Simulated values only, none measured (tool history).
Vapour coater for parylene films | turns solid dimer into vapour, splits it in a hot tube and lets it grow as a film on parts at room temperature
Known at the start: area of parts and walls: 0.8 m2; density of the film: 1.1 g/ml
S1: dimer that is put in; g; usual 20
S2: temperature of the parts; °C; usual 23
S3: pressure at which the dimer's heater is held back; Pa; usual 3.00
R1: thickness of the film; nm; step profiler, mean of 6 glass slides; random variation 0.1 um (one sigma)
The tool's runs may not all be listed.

run	hour	S1	S2	S3	R1
1	0.0	20	23	3.00	16310
2	77.2	20	23	7.20	13690
3	153.1	20	23	7.20	13690
4	187.4	20	23	3.00	16180
5	223.8	20	23	5.68	14290
6	262.2	20	23	8.62	12990
7	297.5	20	23	3.00	15830
8	365.2	20	23	3.00	15660
# hour 426.8: trap's valve overhauled
9	439.9	20	23	3.00	17180
10	502.2	30	23	3.00	25370
11	539.8	30	23	3.00	25410
12	618.7	17	23	3.00	14240
13	673.3	20	23	7.13	14130
14	721.2	20	23	3.00	16820
15	783.0	20	23	3.00	16460
16	836.2	20	23	3.00	16420
17	910.0	20	23	3.00	16190
18	963.8	20	23	3.00	16370
19	1009.0	20	23	3.00	16160
20	1043.3	20	23	3.00	16120
21	1081.7	20	23	3.00	16080
22	1160.1	18	23	3.00	14310
23	1204.2	20	23	3.00	15960
24	1242.8	10	29	6.76	5570
25	1283.7	10	29	6.76	5510
26	1333.3	10	29	6.76	5480
27	1383.7	31	29	3.69	19100
# hour 1395.1: trap's valve overhauled
28	1428.3	31	29	3.69	20510
29	1481.2	11	21	7.36	8310
# hour 1493.5: table's thermometer calibrated
30	1559.0	11	21	7.36	8480
31	1611.8	12	22	7.53	8870
32	1646.5	8	31	8.47	4320
33	1720.7	13	23	11.44	8630
34	1791.5	20	34	4.43	10920
35	1832.8	19	27	10.90	10860
36	1885.4	20	18	3.00	19520
37	1940.0	20	18	3.00	19460
38	2007.1	20	18	3.00	19360
39	2043.7	20	18	3.00	19280
40	2080.2	30	23	9.29	19930
41	2140.8	30	23	9.29	19600
42	2218.8	30	23	9.29	19550
43	2288.4	11	15	11.61	8900
44	2342.9	16	15	2.75	16420
# hour 2367.0: trap's valve overhauled
45	2407.4	16	15	2.75	17610
46	2462.6	32	16	3.00	33710

Forecast each of these 4 alternatives for the next run:
A	2503.1	19	27	2.55	?
B	2503.1	8	18	2.74	?
C	2503.1	26	23	3.00	?
D	2503.1	9	18	5.55	?

run	R1
A	14510
B	8160
C	21990
D	8120
Without the tool's hidden state the same runs would have given:
run	R1
A	14990
B	8430
C	22720
D	8390
